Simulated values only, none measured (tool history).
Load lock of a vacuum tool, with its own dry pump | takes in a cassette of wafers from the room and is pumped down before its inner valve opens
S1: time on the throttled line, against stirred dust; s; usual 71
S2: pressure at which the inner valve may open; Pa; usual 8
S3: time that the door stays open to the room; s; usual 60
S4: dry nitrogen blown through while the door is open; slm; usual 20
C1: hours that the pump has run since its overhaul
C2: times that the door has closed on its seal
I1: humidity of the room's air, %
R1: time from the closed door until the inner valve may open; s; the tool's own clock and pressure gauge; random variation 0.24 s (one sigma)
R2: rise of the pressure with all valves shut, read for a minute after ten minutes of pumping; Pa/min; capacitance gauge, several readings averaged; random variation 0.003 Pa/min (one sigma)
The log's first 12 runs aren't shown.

run	hour	S1	S2	S3	S4	C1	C2	I1	R1	R2
13	1200.8	71	8	60	16	3416	28557	46.4	108.1	0.163
14	1292.9	71	8	60	20	3508	28821	45.2	108.5	0.157
15	1358.6	71	8	60	20	3573	29010	45.0	108.7	0.160
16	1471.5	94	8	60	20	3686	29334	43.6	128.9	0.158
17	1534.4	94	8	60	20	3749	29514	38.9	129.0	0.164
18	1603.3	77	6	150	19	3818	29712	39.9	115.4	0.180
19	1669.7	141	12	60	20	3885	29903	48.0	170.5	0.174
20	1726.4	141	8	60	20	3941	30065	44.7	172.7	0.168
21	1846.1	80	8	60	20	4061	30409	44.3	116.7	0.173
22	1981.4	71	8	134	20	4196	30797	43.9	108.5	0.186
23	2096.8	71	8	134	20	4312	31128	45.4	108.6	0.193
24	2202.8	45	7	134	5	4418	31432	46.3	85.8	0.220
25	2277.8	113	14	126	16	4493	31648	45.4	144.6	0.202
26	2387.4	73	14	31	16	4602	31962	45.4	108.3	0.163
27	2452.1	73	14	31	5	4667	32148	46.0	108.3	0.179
28	2536.4	73	11	44	43	4751	32390	44.8	108.7	0.164
29	2635.0	89	11	143	43	4850	32673	42.3	123.7	0.182
30	2725.2	37	15	58	21	4940	32932	44.4	74.7	0.181
31	2792.2	37	10	167	21	5007	33124	49.2	76.1	0.211
32	2886.3	37	10	157	5	5101	33394	45.3	76.4	0.244
33	2995.3	61	8	82	4	5210	33707	44.3	99.7	0.222
34	3105.6	37	8	91	15	5320	34023	42.1	77.7	0.197

Forecast each of these 3 alternatives for the next run:
A	3166.7	44	8	104	20	5382	34199	44.3	?	?
B	3166.7	46	8	91	15	5382	34199	46.2	?	?
C	3166.7	37	7	70	8	5382	34199	41.2	?	?

run	R1	R2
A	84.0	0.203
B	85.6	0.212
C	78.3	0.211
Without the tool's hidden state the same runs would have given:
run	R1	R2
A	83.8	0.055
B	85.3	0.064
C	78.0	0.061
